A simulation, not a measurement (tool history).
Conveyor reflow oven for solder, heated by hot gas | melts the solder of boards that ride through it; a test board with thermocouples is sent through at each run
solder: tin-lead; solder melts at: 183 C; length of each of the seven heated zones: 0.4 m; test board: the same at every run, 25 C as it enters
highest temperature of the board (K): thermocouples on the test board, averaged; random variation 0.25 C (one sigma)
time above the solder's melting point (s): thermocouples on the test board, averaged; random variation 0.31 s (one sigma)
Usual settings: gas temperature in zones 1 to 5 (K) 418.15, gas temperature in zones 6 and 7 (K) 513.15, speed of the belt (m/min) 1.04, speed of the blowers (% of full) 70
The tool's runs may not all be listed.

run   hour  gas temperature in zones 1 to 5 (K)  gas temperature in zones 6 and 7 (K)  speed of the belt (m/min)  speed of the blowers (% of full)  highest temperature of the board (K)  time above the solder's melting point (s)
  1      0                               418.15                                513.15                       1.04                                70                                493.55                                       36.8
  2   22.5                               418.15                                513.15                       1.04                                70                                493.65                                       37.4
  3   45.7                               418.15                                513.15                       1.04                                70                                493.35                                       37.7
  4   73.3                               418.15                                513.15                       1.04                                70                                492.85                                       37.1
  5   98.7                               418.15                                513.15                       1.04                                70                                493.25                                       36.9
  6  121.5                               418.15                                513.15                       1.02                                70                                494.15                                       37.8
  7  146.3                               418.15                                513.15                       1.02                                70                                493.35                                       38.3
  8  172.8                               418.15                                513.15                       1.02                                70                                493.15                                       37.5
  9  186.5                               418.15                                513.15                       1.02                                70                                493.55                                       38.3
 10  216.5                               418.15                                513.15                       1.02                                70                                493.45                                         38
 11  234.9                               418.15                                513.15                       1.02                                70                                493.15                                         38
 12  248.9                               418.15                                513.15                       1.02                                70                                492.95                                       38.3
 13  274.7                               418.15                                513.15                       1.02                                70                                493.05                                         38
 14  305.1                               418.15                                513.15                       1.02                                70                                492.75                                         38
 15  319.6                               418.15                                513.15                       1.04                                55                                488.15                                       33.9

The next listed run, before its measurement:
 16  350.1                               418.15                                517.15                       1.04                                69                                     ?                                          ?

highest temperature of the board (K): 494.85
time above the solder's melting point (s): 37.4
Without the tool's hidden state the same run would have given highest temperature of the board (K) 496.85, time above the solder's melting point (s) 38.
